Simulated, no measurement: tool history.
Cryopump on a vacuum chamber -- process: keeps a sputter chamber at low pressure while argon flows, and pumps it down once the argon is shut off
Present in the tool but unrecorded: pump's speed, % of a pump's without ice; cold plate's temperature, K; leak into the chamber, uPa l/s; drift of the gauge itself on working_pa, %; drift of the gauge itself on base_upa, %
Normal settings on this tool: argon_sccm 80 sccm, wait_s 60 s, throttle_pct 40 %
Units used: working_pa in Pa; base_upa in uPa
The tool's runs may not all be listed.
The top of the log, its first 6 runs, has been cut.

run,day,argon_sccm,wait_s,throttle_pct,hours of work since the pump was warmed up and emptied,hours of work since the cold head was overhauled,hours of work since the chamber's fittings were tightened,working_pa,base_upa
7,8.062,80,60,40,230,230,471,0.2048,1.84
8,9.688,80,60,40,258,258,499,0.2077,1.91
9,10.550,80,60,40,272,272,513,0.2106,1.91
10,12.121,80,60,40,299,299,540,0.2121,1.97
# day 13.158: pump warmed up, emptied and cooled again
11,13.283,80,60,40,2,315,556,0.1845,1.80
12,14.388,80,60,40,21,333,574,0.1866,1.83
13,16.208,80,60,40,51,364,605,0.1884,1.89
14,17.475,80,60,40,73,385,626,0.1903,1.86
15,19.162,80,60,59,101,413,654,0.1319,1.89
16,20.162,80,60,40,118,430,671,0.1918,1.99
17,21.300,80,60,49,137,449,690,0.1605,2.00
18,22.983,68,60,40,165,478,719,0.1692,1.97
19,24.462,68,60,40,190,502,743,0.1682,2.03
20,25.750,68,60,40,211,524,765,0.1703,2.08
21,27.438,105,113,42,240,552,793,0.2572,1.47
22,28.242,80,29,32,253,566,807,0.2523,3.67
23,29.321,80,20,41,271,584,825,0.2027,4.85
24,31.012,80,90,19,300,612,853,0.4157,1.73
# day 31.946: pump warmed up, emptied and cooled again
25,32.833,80,90,19,15,639,880,0.3893,1.56
26,34.625,80,90,19,45,669,911,0.3935,1.56
27,35.746,80,90,19,64,688,929,0.3934,1.61
28,36.708,73,96,46,80,704,946,0.1523,1.57

Forecast run 29:
29,37.838,73,96,46,99,723,964,?,?

working_pa: 0.1544 Pa
base_upa: 1.62 uPa
Take away the tool's hidden state, keep the run-to-run variation as it was, and the same run would have given working_pa 0.1471 Pa, base_upa 1.04 uPa.
